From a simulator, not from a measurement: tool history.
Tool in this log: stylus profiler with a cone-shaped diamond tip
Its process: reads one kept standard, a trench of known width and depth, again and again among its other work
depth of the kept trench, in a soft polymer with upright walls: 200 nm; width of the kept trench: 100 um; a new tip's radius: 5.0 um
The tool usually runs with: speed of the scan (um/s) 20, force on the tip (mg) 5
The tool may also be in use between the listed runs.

run   hour  speed of the scan (um/s)  force on the tip (mg)  depth of the trench (Å)  width of the trench's floor (um)
  1      0                        20                      5                   2052.9                             96.68
  2   12.8                        20                      5                   2053.1                             96.66
  3   29.5                        20                   6.98                   2066.5                             96.66
  4   48.8                        20                   6.98                   2066.6                             96.63
  5   67.6                        20                   6.98                   2066.5                             96.64
  6   83.7                        20                   6.98                   2066.4                             96.65
  7   97.7                        20                   6.98                   2065.9                             96.63
  8  117.8                        20                   6.98                   2066.3                             96.58
  9  133.3                        20                   6.98                   2066.1                             96.58
 10  147.7                        20                   6.98                   2066.1                             96.51
 11  165.5                        20                      5                   2052.5                             96.54
 12  178.2                        20                   4.14                   2046.3                             96.52
 13  187.5                        20                   2.37                   2031.5                             96.44
 14  204.1                        20                   2.37                   2031.4                             96.48
     206.2  -- height scale calibrated on a step standard
 15  219.6                        20                   2.37                   2031.1                             96.49
 16  240.4                         9                   2.37                   2031.1                              96.5
 17  254.4                         9                   2.37                   2030.9                             96.53
 18  275.8                        20                      5                   2052.4                             96.43
 19  291.4                        20                      5                   2052.8                             96.47
     302.4  -- height scale calibrated on a step standard, once more
 20  310.2                        20                      5                   2054.7                             96.42
 21  321.4                        20                      5                   2054.7                             96.39
 22  337.2                        20                      5                   2054.7                              96.4
 23  356.6                        20                      5                   2054.7                             96.38
 24  374.2                        20                      5                   2054.8                             96.42
 25  393.1                        52                      5                   2054.7                              96.2
 26  408.9                         8                   6.83                   2067.2                             96.39
 27  417.8                        46                  12.84                   2101.8                              96.3
 28  438.1                         7                   5.57                   2058.3                             96.38
 29  453.9                        41                  11.53                   2095.1                             96.29
 30  465.2                        34                   7.66                   2072.2                             96.23
 31  484.5                        12                   2.81                     2037                             96.32
 32  497.7                        29                  10.41                   2088.6                              96.3
 33  511.4                        29                   1.83                   2027.8                             96.12
 34  521.9                        27                   3.22                   2040.7                             96.26
 35  531.4                        27                   3.22                   2040.4                             96.19
 36  542.4                        27                   3.22                   2040.7                              96.2
 37  563.6                        27                   3.22                   2040.6                             96.17
 38  583.4                         6                   3.85                   2045.8                             96.17
 39  600.5                         7                   4.09                   2047.2                             96.25
 40    619                        38                  12.66                   2100.4                             96.16
 41  629.3                        38                  12.66                   2101.1                             96.11
 42  644.3                        38                  12.66                   2100.6                             96.09
 43  662.9                        17                    5.3                   2055.8                             96.15
 44  681.7                        23                   1.86                   2028.1                              96.1
 45    701                        23                   1.86                   2027.3                             96.07

Pick out some run-to-run changes in depth of the trench (Å). Of each, how much would a tool without hidden state show as well, from the settings, what came in and chance, and how much is left for the hidden state and any gauge scatter not in both results compared?
Hidden state at play: radius of the tip, um; height scale over the true one, %; drift of the gauge itself on depth_nm, %; drift of the gauge itself on floor_um, %.
Run 2 -> 3: force on the tip (mg) 5 -> 6.98. depth of the trench (Å) +13.4: hidden state -0.2, all else +13.6.
Run 14 -> 15: height scale calibrated on a step standard. depth of the trench (Å) -0.3: hidden state -0.2, all else -0.1.
Run 19 -> 20: height scale calibrated on a step standard, once more. depth of the trench (Å) +1.9: hidden state +2.5, all else -0.6.
Run 31 -> 32: speed of the scan (um/s) 12 -> 29, force on the tip (mg) 2.81 -> 10.41. depth of the trench (Å) +51.6: hidden state -0.1, all else +51.7.
Run 32 -> 33: force on the tip (mg) 10.41 -> 1.83. depth of the trench (Å) -60.8: hidden state +0.1, all else -60.9.
Run 39 -> 40: speed of the scan (um/s) 7 -> 38, force on the tip (mg) 4.09 -> 12.66. depth of the trench (Å) +53.2: hidden state +0, all else +53.2.
